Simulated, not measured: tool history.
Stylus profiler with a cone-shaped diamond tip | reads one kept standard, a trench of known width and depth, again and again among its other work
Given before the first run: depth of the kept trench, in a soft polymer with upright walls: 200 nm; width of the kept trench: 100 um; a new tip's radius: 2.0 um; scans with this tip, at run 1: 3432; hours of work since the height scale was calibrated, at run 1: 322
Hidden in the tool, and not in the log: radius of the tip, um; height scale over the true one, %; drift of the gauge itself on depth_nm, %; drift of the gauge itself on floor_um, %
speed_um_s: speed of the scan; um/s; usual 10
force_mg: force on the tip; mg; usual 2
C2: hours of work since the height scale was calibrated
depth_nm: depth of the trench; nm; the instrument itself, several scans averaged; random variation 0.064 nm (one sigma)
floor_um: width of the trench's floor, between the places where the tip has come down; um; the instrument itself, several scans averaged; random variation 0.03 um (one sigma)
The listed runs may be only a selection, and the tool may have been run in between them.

Run 1, hour 0: usual settings; scans with this tip 3432; C2 322. Result: depth_nm 200.84 nm, floor_um 97.94 um.
Run 2, hour 82: usual settings; scans with this tip 4045; C2 380. Result: depth_nm 200.86 nm, floor_um 97.9 um.
Run 3, hour 185.6: usual settings; scans with this tip 4819; C2 452. Result: depth_nm 200.91 nm, floor_um 97.82 um.
Run 4, hour 233.1: usual settings; scans with this tip 5175; C2 486. Result: depth_nm 200.85 nm, floor_um 97.82 um.
Run 5, hour 349.3: usual settings but force_mg 2.72 mg; scans with this tip 6043; C2 567. Result: depth_nm 200.87 nm, floor_um 97.72 um.
Run 6, hour 408.3: usual settings but speed_um_s 39 um/s; scans with this tip 6484; C2 608. Result: depth_nm 200.79 nm, floor_um 97.57 um.
Run 7, hour 524.3: usual settings but speed_um_s 39 um/s; scans with this tip 7351; C2 690. Result: depth_nm 200.62 nm, floor_um 97.5 um.
Run 8, hour 573.1: usual settings but speed_um_s 39 um/s, force_mg 1.46 mg; scans with this tip 7715; C2 724. Result: depth_nm 200.49 nm, floor_um 97.47 um.
Run 9, hour 685.4: usual settings; scans with this tip 8555; C2 803. Result: depth_nm 200.62 nm, floor_um 97.55 um.
Run 10, hour 734.2: usual settings; scans with this tip 8920; C2 837. Result: depth_nm 200.65 nm, floor_um 97.59 um.
Run 11, hour 844.7: usual settings; scans with this tip 9746; C2 915. Result: depth_nm 200.6 nm, floor_um 97.5 um.
Run 12, hour 898.8: usual settings; scans with this tip 10150; C2 952. Result: depth_nm 200.68 nm, floor_um 97.48 um.
Run 13, hour 1009.9: usual settings; scans with this tip 10980; C2 1030. Result: depth_nm 200.64 nm, floor_um 97.42 um.
Run 14, hour 1103: usual settings; scans with this tip 11676; C2 1096. Result: depth_nm 200.56 nm, floor_um 97.39 um.
Run 15, hour 1168.6: usual settings; scans with this tip 12167; C2 1142. Result: depth_nm 200.62 nm, floor_um 97.37 um.
Run 16, hour 1266.2: usual settings but speed_um_s 11 um/s; scans with this tip 12896; C2 1210. Result: depth_nm 200.49 nm, floor_um 97.32 um.
Run 17, hour 1326.6: usual settings but speed_um_s 11 um/s; scans with this tip 13347; C2 1253. Result: depth_nm 200.45 nm, floor_um 97.28 um.
Run 18, hour 1375.2: usual settings but speed_um_s 11 um/s; scans with this tip 13711; C2 1287. Result: depth_nm 200.49 nm, floor_um 97.27 um.
Run 19, hour 1442.2: usual settings; scans with this tip 14212; C2 1334. Result: depth_nm 200.54 nm, floor_um 97.16 um.
Run 20, hour 1490.1: usual settings; scans with this tip 14569; C2 1367. Result: depth_nm 200.39 nm, floor_um 97.25 um.
Run 21, hour 1592.5: usual settings; scans with this tip 15335; C2 1439. Result: depth_nm 200.53 nm, floor_um 97.2 um.
At hour 1605.1: new tip fitted, height scale calibrated.
Run 22, hour 1667.6: usual settings; scans with this tip 467; C2 44. Result: depth_nm 200.95 nm, floor_um 98.18 um.
Run 23, hour 1727.5: usual settings but force_mg 5.1 mg; scans with this tip 915; C2 86. Result: depth_nm 201.79 nm, floor_um 98.14 um.
Run 24, hour 1787.9: usual settings but force_mg 5.1 mg; scans with this tip 1366; C2 128. Result: depth_nm 201.81 nm, floor_um 98.1 um.
Run 25, hour 1900.5: usual settings but force_mg 5.1 mg; scans with this tip 2207; C2 207. Result: depth_nm 201.8 nm, floor_um 98.04 um.
Run 26, hour 1959.2: usual settings but speed_um_s 14 um/s, force_mg 0.85 mg; scans with this tip 2646; C2 248. Result: depth_nm 200.42 nm, floor_um 97.91 um.
Run 27, hour 2049.6: usual settings but speed_um_s 15 um/s, force_mg 1.08 mg; scans with this tip 3322; C2 312. Result: depth_nm 200.52 nm, floor_um 97.87 um.
Run 28, hour 2166.1: usual settings but speed_um_s 15 um/s, force_mg 1.08 mg; scans with this tip 4193; C2 393. Result: depth_nm 200.49 nm, floor_um 97.79 um.
Run 29, hour 2241.9: usual settings but force_mg 4.4 mg; scans with this tip 4759; C2 447. Result: depth_nm 201.52 nm, floor_um 97.88 um.
Run 30, hour 2296.6: usual settings but force_mg 4.4 mg; scans with this tip 5168; C2 485. Result: depth_nm 201.55 nm, floor_um 97.8 um.
Run 31, hour 2362.6: usual settings but speed_um_s 5 um/s, force_mg 5.18 mg; scans with this tip 5662; C2 531. Result: depth_nm 201.75 nm, floor_um 97.81 um.
At hour 2374: height scale calibrated on a step standard.
Run 32, hour 2440.5: usual settings but speed_um_s 8 um/s, force_mg 3.6 mg; scans with this tip 6240; C2 47. Result: depth_nm 201.15 nm, floor_um 97.68 um.
Run 33, hour 2495.6: usual settings but speed_um_s 19 um/s, force_mg 3.24 mg; scans with this tip 6652; C2 85. Result: depth_nm 201.08 nm, floor_um 97.68 um.
Run 34, hour 2594.3: usual settings but speed_um_s 39 um/s, force_mg 4.95 mg; scans with this tip 7389; C2 155. Result: depth_nm 201.49 nm, floor_um 97.62 um.
Run 35, hour 2700.6: usual settings but speed_um_s 39 um/s, force_mg 4.95 mg; scans with this tip 8184; C2 229. Result: depth_nm 201.41 nm, floor_um 97.55 um.
Run 36, hour 2775.4: usual settings but speed_um_s 2 um/s, force_mg 4.15 mg; scans with this tip 8743; C2 282. Result: depth_nm 201.29 nm, floor_um 97.54 um.
Run 37, hour 2852.7: usual settings but speed_um_s 3 um/s, force_mg 0.9 mg; scans with this tip 9320; C2 336. Result: depth_nm 200.18 nm, floor_um 97.57 um.
At hour 2892.7: height scale calibrated on a step standard, once more.
Run 38, hour 2929.8: usual settings but speed_um_s 3 um/s, force_mg 0.9 mg; scans with this tip 9894; C2 26. Result: depth_nm 200.59 nm, floor_um 97.48 um.
Run 39, hour 2981.7: usual settings but speed_um_s 27 um/s, force_mg 2.61 mg; scans with this tip 10281; C2 62. Result: depth_nm 201.26 nm, floor_um 97.4 um.
Run 40, hour 3073.9: usual settings but speed_um_s 27 um/s, force_mg 2.61 mg; scans with this tip 10970; C2 127. Result: depth_nm 201.29 nm, floor_um 97.37 um.
Run 41, hour 3185.4: usual settings but speed_um_s 24 um/s, force_mg 0.92 mg; scans with this tip 11804; C2 205. Result: depth_nm 200.55 nm, floor_um 97.26 um.
Run 42, hour 3253.8: usual settings but force_mg 1.85 mg; scans with this tip 12315; C2 253. Result: depth_nm 200.88 nm, floor_um 97.34 um.
Run 43, hour 3353: usual settings but force_mg 1.85 mg; scans with this tip 13056; C2 323. Result: depth_nm 200.74 nm, floor_um 97.23 um.
Run 44, hour 3446.4: usual settings but force_mg 1.85 mg; scans with this tip 13754; C2 388. Result: depth_nm 200.92 nm, floor_um 97.26 um.
Run 45, hour 3562: usual settings but force_mg 1.85 mg; scans with this tip 14618; C2 469. Result: depth_nm 201.01 nm, floor_um 97.16 um.

Below are 5 alternative next runs, each starting from the tool's condition after run 45. Predict each:
At hour 3665.2: new tip fitted, height scale calibrated.
Run A, hour 3666: usual settings but speed_um_s 4 um/s, force_mg 0.68 mg; scans with this tip 6; C2 1. Result: depth_nm ?, floor_um ?.
At hour 3665.2: new tip fitted, height scale calibrated.
Run B, hour 3666: usual settings but speed_um_s 29 um/s, force_mg 0.75 mg; scans with this tip 6; C2 1. Result: depth_nm ?, floor_um ?.
At hour 3665.2: new tip fitted, height scale calibrated.
Run C, hour 3666: usual settings but speed_um_s 12 um/s, force_mg 4.24 mg; scans with this tip 6; C2 1. Result: depth_nm ?, floor_um ?.
At hour 3665.2: new tip fitted, height scale calibrated.
Run D, hour 3666: usual settings but force_mg 1.08 mg; scans with this tip 6; C2 1. Result: depth_nm ?, floor_um ?.
At hour 3665.2: new tip fitted, height scale calibrated.
Run E, hour 3666: usual settings but speed_um_s 2 um/s; scans with this tip 6; C2 1. Result: depth_nm ?, floor_um ?.

run  depth_nm  floor_um
  A     200.6     98.15
  B    200.58     98.07
  C    201.58     98.25
  D    200.76     98.23
  E    201.08     98.26
Take away the tool's hidden state, keep each run's random variation, and the runs would have read:
run  depth_nm  floor_um
  A    200.53     98.15
  B    200.51     98.07
  C    201.51     98.25
  D    200.69     98.23
  E    201.01     98.26
